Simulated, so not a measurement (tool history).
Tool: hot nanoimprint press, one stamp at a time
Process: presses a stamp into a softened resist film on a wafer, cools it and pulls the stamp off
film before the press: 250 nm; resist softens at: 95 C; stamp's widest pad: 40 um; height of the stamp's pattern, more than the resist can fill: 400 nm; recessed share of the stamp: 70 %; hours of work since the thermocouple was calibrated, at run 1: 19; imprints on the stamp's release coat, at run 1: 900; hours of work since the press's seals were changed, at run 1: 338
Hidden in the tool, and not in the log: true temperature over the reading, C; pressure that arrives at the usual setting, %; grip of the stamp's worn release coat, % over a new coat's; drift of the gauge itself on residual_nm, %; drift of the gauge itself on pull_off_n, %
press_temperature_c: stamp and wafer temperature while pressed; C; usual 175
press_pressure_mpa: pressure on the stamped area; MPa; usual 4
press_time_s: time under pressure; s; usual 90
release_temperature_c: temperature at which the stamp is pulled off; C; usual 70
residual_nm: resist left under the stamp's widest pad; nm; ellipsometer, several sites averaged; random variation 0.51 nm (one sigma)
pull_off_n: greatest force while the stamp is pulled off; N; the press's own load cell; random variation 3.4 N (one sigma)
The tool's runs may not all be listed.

run,day,press_temperature_c,press_pressure_mpa,press_time_s,release_temperature_c,hours of work since the thermocouple was calibrated,imprints on the stamp's release coat,hours of work since the press's seals were changed,residual_nm,pull_off_n
1,0,175,4,90,70,19,900,338,102.2,215
2,1.6,175,4,90,70,37,1027,356,102.5,218
3,3.467,175,4,87,70,57,1175,376,103.8,225
4,5.479,175,4,87,70,79,1335,398,102.9,243
5,6.688,175,4,84,70,93,1430,412,104,249
6,8.058,175,4,90,76,108,1539,427,100.6,221
7,8.95,175,4,90,70,118,1610,437,101.5,258
8,10.312,175,4,90,70,133,1718,452,100.7,265
9,11.912,175,4,90,70,150,1845,469,101.4,269
10,13.758,175,3.45,90,70,171,1991,490,109.1,272
11,14.717,175,2.66,90,70,181,2067,500,122.6,300
12,15.558,175,2.66,90,70,190,2134,509,121.5,293
13,17.233,175,4,90,70,209,2266,528,100.1,310
# day 18.758: stamp cleaned and given a new release coat
14,18.758,177,4,90,70,223,0,542,93.5,153
15,20.792,177,4,90,59,245,162,564,94.1,195
16,22.542,177,4,90,59,265,300,584,93.4,211
17,24.433,172,2.71,71,59,285,450,604,141.6,219
18,26.238,175,3.67,90,61,305,593,624,103,225
19,27.771,175,3.67,90,61,322,715,641,103.4,236
20,28.704,185,4,90,68,333,789,652,71.9,212
21,29.958,167,4.55,133,72,346,888,665,104,195
# day 30.167: plate thermocouple calibrated
22,31.254,179,4.55,133,72,12,981,678,68.1,196
23,32.646,175,4.55,173,65,27,1092,694,70.1,248
# day 34.025: plate thermocouple calibrated, once more
24,34.646,185,4,90,62,7,1240,714,75.6,277
25,36.608,185,4,90,62,28,1396,736,74.5,288
26,38.558,185,4,90,62,50,1550,757,74.4,304
27,39.817,185,4,90,62,64,1650,771,74.6,301
28,41.133,187,3.29,86,76,78,1755,786,79.9,233
29,42.675,187,3.41,86,76,95,1877,803,77.6,247
30,43.562,171,4,90,70,105,1947,813,115.6,288

Forecast each of these 4 alternatives for the next run:
A,44.962,173,3.6,180,70,121,2058,828,?,?
B,44.962,168,4,132,56,121,2058,828,?,?
C,44.962,171,4,62,70,121,2058,828,?,?
D,44.962,171,4,90,62,121,2058,828,?,?

run,residual_nm,pull_off_n
A,87,278
B,109.7,368
C,129.9,289
D,114.5,337
Without the tool's hidden state the same runs would have given:
run,residual_nm,pull_off_n
A,88.3,156
B,111.3,205
C,131.5,162
D,116,188

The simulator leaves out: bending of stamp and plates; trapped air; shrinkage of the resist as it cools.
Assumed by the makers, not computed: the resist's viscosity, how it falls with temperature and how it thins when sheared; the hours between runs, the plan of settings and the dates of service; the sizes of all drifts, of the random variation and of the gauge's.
